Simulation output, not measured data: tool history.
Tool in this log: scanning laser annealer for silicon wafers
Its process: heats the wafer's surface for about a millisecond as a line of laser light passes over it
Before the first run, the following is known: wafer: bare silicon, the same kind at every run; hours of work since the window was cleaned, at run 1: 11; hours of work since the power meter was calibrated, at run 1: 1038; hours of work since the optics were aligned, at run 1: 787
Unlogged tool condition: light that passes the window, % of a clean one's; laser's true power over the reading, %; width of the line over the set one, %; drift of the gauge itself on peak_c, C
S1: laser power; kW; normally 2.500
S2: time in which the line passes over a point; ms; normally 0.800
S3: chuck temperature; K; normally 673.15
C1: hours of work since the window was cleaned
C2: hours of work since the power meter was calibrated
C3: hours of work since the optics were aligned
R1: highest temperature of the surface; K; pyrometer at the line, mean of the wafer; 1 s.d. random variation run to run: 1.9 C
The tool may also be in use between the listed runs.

Run 1, day 0.000: usual settings; C1 11; C2 1038; C3 787. Result: R1 1433.15 K.
Run 2, day 2.908: usual settings; C1 56; C2 1083; C3 832. Result: R1 1427.15 K.
Run 3, day 5.629: usual settings but S3 681.15 K; C1 99; C2 1125; C3 875. Result: R1 1438.15 K.
Run 4, day 8.650: usual settings but S3 681.15 K; C1 146; C2 1172; C3 922. Result: R1 1437.15 K.
Run 5, day 11.092: usual settings but S3 681.15 K; C1 184; C2 1210; C3 960. Result: R1 1431.15 K.
Run 6, day 13.733: usual settings but S3 681.15 K; C1 225; C2 1251; C3 1001. Result: R1 1430.15 K.
Run 7, day 15.742: usual settings but S3 666.15 K; C1 256; C2 1283; C3 1032. Result: R1 1413.15 K.
Run 8, day 17.700: usual settings but S3 666.15 K; C1 286; C2 1313; C3 1062. Result: R1 1414.15 K.
Run 9, day 19.996: usual settings but S3 666.15 K; C1 322; C2 1349; C3 1098. Result: R1 1411.15 K.
Run 10, day 21.800: usual settings but S3 666.15 K; C1 350; C2 1377; C3 1126. Result: R1 1414.15 K.
Run 11, day 24.950: usual settings but S2 0.685 ms, S3 666.15 K; C1 399; C2 1426; C3 1175. Result: R1 1347.15 K.
Run 12, day 27.904: usual settings but S2 0.685 ms, S3 666.15 K; C1 445; C2 1472; C3 1221. Result: R1 1345.15 K.
Run 13, day 30.346: usual settings but S2 0.574 ms, S3 666.15 K; C1 483; C2 1510; C3 1259. Result: R1 1277.15 K.
Run 14, day 33.962: usual settings but S1 2.661 kW; C1 539; C2 1566; C3 1315. Result: R1 1457.15 K.
Run 15, day 36.946: usual settings but S3 655.15 K; C1 586; C2 1612; C3 1362. Result: R1 1391.15 K.
Run 16, day 39.925: usual settings but S3 655.15 K; C1 632; C2 1659; C3 1408. Result: R1 1391.15 K.
Run 17, day 42.217: usual settings but S2 0.955 ms; C1 668; C2 1694; C3 1444. Result: R1 1483.15 K.
At day 43.592: window over the wafer cleaned.
Run 18, day 45.379: usual settings but S1 2.738 kW, S3 688.15 K; C1 28; C2 1742; C3 1492. Result: R1 1506.15 K.
Run 19, day 48.954: usual settings but S1 2.738 kW, S3 688.15 K; C1 83; C2 1798; C3 1547. Result: R1 1503.15 K.

Forecast run 20:
Run 20, day 51.854: usual settings but S1 2.738 kW, S3 637.15 K; C1 128; C2 1843; C3 1592. Result: R1 ?.

R1: 1445.15 K
On a tool with no hidden condition, and with the same random variation, this run would have come out at R1 1463.15 K.
